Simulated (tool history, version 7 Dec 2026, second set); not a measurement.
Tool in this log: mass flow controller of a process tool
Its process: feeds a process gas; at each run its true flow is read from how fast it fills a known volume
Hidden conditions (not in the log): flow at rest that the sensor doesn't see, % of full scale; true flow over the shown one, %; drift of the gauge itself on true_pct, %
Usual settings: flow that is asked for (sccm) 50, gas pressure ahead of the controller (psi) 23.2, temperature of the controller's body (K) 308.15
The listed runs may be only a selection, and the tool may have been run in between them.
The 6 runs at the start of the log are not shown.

| run | hour | flow that is asked for (sccm) | gas pressure ahead of the controller (psi) | temperature of the controller's body (K) | hours of work since the controller was set to zero | hours of work since the controller was changed | true flow (%) |
|---|---|---|---|---|---|---|---|
| 7 | 1451.3 | 50 | 22.8 | 308.15 | 2683 | 2683 | 98.09 |
| 8 | 1670.1 | 50 | 23.2 | 308.15 | 2854 | 2854 | 97.92 |
| 9 | 1946.0 | 50 | 23.2 | 308.15 | 3070 | 3070 | 97.80 |
| 10 | 2167.4 | 50 | 23.2 | 308.15 | 3243 | 3243 | 97.63 |
| 11 | 2454.4 | 75 | 23.2 | 308.15 | 3468 | 3468 | 97.92 |
| 12 | 2636.8 | 75 | 23.2 | 308.15 | 3611 | 3611 | 97.82 |
| 13 | 2813.7 | 50 | 23.2 | 308.15 | 3749 | 3749 | 97.28 |
| 14 | 2994.4 | 50 | 23.2 | 312.15 | 3891 | 3891 | 97.07 |
| 15 | 3234.4 | 50 | 23.2 | 312.15 | 4079 | 4079 | 96.99 |
| 16 | 3434.9 | 50 | 23.2 | 308.15 | 4236 | 4236 | 96.98 |
| 17 | 3592.0 | 50 | 23.2 | 308.15 | 4359 | 4359 | 97.00 |
| 18 | 3874.7 | 50 | 23.2 | 308.15 | 4580 | 4580 | 96.71 |
| 19 | 4046.7 | 50 | 23.2 | 308.15 | 4715 | 4715 | 96.63 |
| 20 | 4201.0 | 50 | 23.2 | 308.15 | 4836 | 4836 | 96.77 |
| 21 | 4391.9 | 50 | 23.2 | 308.15 | 4985 | 4985 | 96.70 |
| 22 | 4543.7 | 50 | 23.2 | 308.15 | 5104 | 5104 | 96.49 |
| 23 | 4673.8 | 50 | 23.2 | 308.15 | 5206 | 5206 | 96.45 |
| 24 | 4939.3 | 48 | 21.9 | 296.15 | 5414 | 5414 | 97.17 |
| 25 | 5138.3 | 48 | 21.9 | 296.15 | 5569 | 5569 | 96.97 |
| 26 | 5418.3 | 100 | 30.3 | 297.15 | 5789 | 5789 | 97.45 |
| 27 | 5674.7 | 100 | 30.3 | 297.15 | 5989 | 5989 | 97.26 |

What will run 28 give?
| 28 | 5822.5 | 90 | 31.9 | 297.15 | 6105 | 6105 | ? |

Run 28 measured true flow (%) 96.99.
Were there no unlogged condition in the tool, this run, its random variation unchanged, would have produced true flow (%) 99.78.
